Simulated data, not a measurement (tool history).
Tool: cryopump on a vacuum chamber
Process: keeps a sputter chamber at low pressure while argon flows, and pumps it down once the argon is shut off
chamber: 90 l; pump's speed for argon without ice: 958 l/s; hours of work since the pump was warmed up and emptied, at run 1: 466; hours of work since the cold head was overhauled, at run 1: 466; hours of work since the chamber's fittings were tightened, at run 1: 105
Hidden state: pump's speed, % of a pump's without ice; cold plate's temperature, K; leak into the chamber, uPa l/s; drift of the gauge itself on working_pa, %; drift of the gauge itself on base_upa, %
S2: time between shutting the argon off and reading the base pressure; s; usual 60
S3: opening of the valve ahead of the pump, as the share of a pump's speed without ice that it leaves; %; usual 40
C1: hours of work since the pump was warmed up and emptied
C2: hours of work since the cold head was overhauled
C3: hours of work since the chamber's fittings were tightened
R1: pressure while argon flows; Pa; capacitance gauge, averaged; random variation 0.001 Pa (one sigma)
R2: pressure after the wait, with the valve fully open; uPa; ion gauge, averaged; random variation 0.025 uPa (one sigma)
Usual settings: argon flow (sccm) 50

run 1 hour=0 | argon_flow_(sccm)=50 S2=60 S3=40 | C1=466 C2=466 C3=105 | R1=0.2561 R2=1.18
run 2 hour=8.8 | argon_flow_(sccm)=50 S2=60 S3=40 | C1=471 C2=471 C3=111 | R1=0.256 R2=1.2
run 3 hour=25.6 | argon_flow_(sccm)=50 S2=60 S3=40 | C1=482 C2=482 C3=121 | R1=0.2578 R2=1.22
run 4 hour=40.3 | argon_flow_(sccm)=50 S2=65 S3=40 | C1=491 C2=491 C3=131 | R1=0.2589 R2=1.18
run 5 hour=49.9 | argon_flow_(sccm)=50 S2=65 S3=40 | C1=497 C2=497 C3=136 | R1=0.2578 R2=1.19
run 6 hour=59.7 | argon_flow_(sccm)=50 S2=65 S3=40 | C1=503 C2=503 C3=143 | R1=0.2596 R2=1.24
run 7 hour=75.3 | argon_flow_(sccm)=50 S2=60 S3=40 | C1=513 C2=513 C3=152 | R1=0.2615 R2=1.2
-- hour=87.2 pump warmed up, emptied and cooled again
run 8 hour=88.7 | argon_flow_(sccm)=50 S2=60 S3=40 | C1=1 C2=518 C3=158 | R1=0.221 R2=1.09
run 9 hour=98 | argon_flow_(sccm)=50 S2=60 S3=40 | C1=7 C2=524 C3=163 | R1=0.2235 R2=1.06
run 10 hour=106.4 | argon_flow_(sccm)=50 S2=60 S3=40 | C1=12 C2=529 C3=169 | R1=0.2235 R2=1.1
run 11 hour=123.5 | argon_flow_(sccm)=50 S2=60 S3=40 | C1=23 C2=539 C3=179 | R1=0.224 R2=1.08
run 12 hour=140.9 | argon_flow_(sccm)=50 S2=60 S3=40 | C1=33 C2=550 C3=190 | R1=0.2224 R2=1.08
run 13 hour=155 | argon_flow_(sccm)=50 S2=60 S3=40 | C1=42 C2=559 C3=199 | R1=0.2228 R2=1.11
run 14 hour=165.5 | argon_flow_(sccm)=37 S2=60 S3=40 | C1=49 C2=566 C3=205 | R1=0.1653 R2=1.14
run 15 hour=183.1 | argon_flow_(sccm)=37 S2=60 S3=40 | C1=60 C2=577 C3=216 | R1=0.1662 R2=1.12
run 16 hour=194.2 | argon_flow_(sccm)=37 S2=60 S3=40 | C1=67 C2=583 C3=223 | R1=0.1676 R2=1.14
run 17 hour=209.7 | argon_flow_(sccm)=37 S2=60 S3=40 | C1=76 C2=593 C3=233 | R1=0.1687 R2=1.11
run 18 hour=222.4 | argon_flow_(sccm)=31 S2=60 S3=40 | C1=84 C2=601 C3=241 | R1=0.1419 R2=1.15
run 19 hour=233 | argon_flow_(sccm)=46 S2=142 S3=17 | C1=91 C2=608 C3=247 | R1=0.4856 R2=0.78
run 20 hour=243.9 | argon_flow_(sccm)=46 S2=142 S3=17 | C1=97 C2=614 C3=254 | R1=0.4845 R2=0.76
run 21 hour=258.7 | argon_flow_(sccm)=98 S2=60 S3=40 | C1=107 C2=624 C3=263 | R1=0.4489 R2=1.17
run 22 hour=275.9 | argon_flow_(sccm)=28 S2=60 S3=38 | C1=117 C2=634 C3=274 | R1=0.1364 R2=1.25
run 23 hour=287.5 | argon_flow_(sccm)=50 S2=52 S3=21 | C1=125 C2=642 C3=281 | R1=0.431 R2=1.28
run 24 hour=303.2 | argon_flow_(sccm)=34 S2=32 S3=16 | C1=134 C2=651 C3=291 | R1=0.3788 R2=1.8
run 25 hour=319.8 | argon_flow_(sccm)=34 S2=32 S3=16 | C1=145 C2=662 C3=301 | R1=0.3798 R2=1.81
run 26 hour=330.4 | argon_flow_(sccm)=34 S2=32 S3=16 | C1=151 C2=668 C3=308 | R1=0.3823 R2=1.87
run 27 hour=348.9 | argon_flow_(sccm)=91 S2=285 S3=20 | C1=163 C2=680 C3=319 | R1=0.825 R2=0.69
run 28 hour=359.8 | argon_flow_(sccm)=80 S2=60 S3=50 | C1=170 C2=687 C3=326 | R1=0.3003 R2=1.27
run 29 hour=376.7 | argon_flow_(sccm)=22 S2=44 S3=26 | C1=180 C2=697 C3=337 | R1=0.1556 R2=1.54
run 30 hour=389.4 | argon_flow_(sccm)=36 S2=81 S3=27 | C1=188 C2=705 C3=345 | R1=0.2443 R2=1.08
run 31 hour=397.2 | argon_flow_(sccm)=36 S2=81 S3=21 | C1=193 C2=710 C3=349 | R1=0.3115 R2=1.14
run 32 hour=410.2 | argon_flow_(sccm)=50 S2=188 S3=26 | C1=201 C2=718 C3=358 | R1=0.3499 R2=0.81
run 33 hour=419.4 | argon_flow_(sccm)=50 S2=96 S3=17 | C1=207 C2=724 C3=363 | R1=0.5318 R2=1.08
run 34 hour=433.1 | argon_flow_(sccm)=25 S2=31 S3=26 | C1=215 C2=732 C3=372 | R1=0.1773 R2=1.89
run 35 hour=445.7 | argon_flow_(sccm)=50 S2=117 S3=40 | C1=223 C2=740 C3=380 | R1=0.2355 R2=0.99

3 ways to go on from here, each from the tool as it stands after run 35. What would each give?
run A hour=460.3 | argon_flow_(sccm)=50 S2=117 S3=52 | C1=232 C2=749 C3=389 | R1=? R2=?
run B hour=460.3 | argon_flow_(sccm)=50 S2=117 S3=58 | C1=232 C2=749 C3=389 | R1=? R2=?
run C hour=460.3 | argon_flow_(sccm)=50 S2=51 S3=40 | C1=232 C2=749 C3=389 | R1=? R2=?

run=A R1=0.1856 R2=1.03
run=B R1=0.1677 R2=1.01
run=C R1=0.2356 R2=1.41
Without the tool's hidden state the same runs would have given:
run=A R1=0.17 R2=0.68
run=B R1=0.152 R2=0.66
run=C R1=0.22 R2=1.05
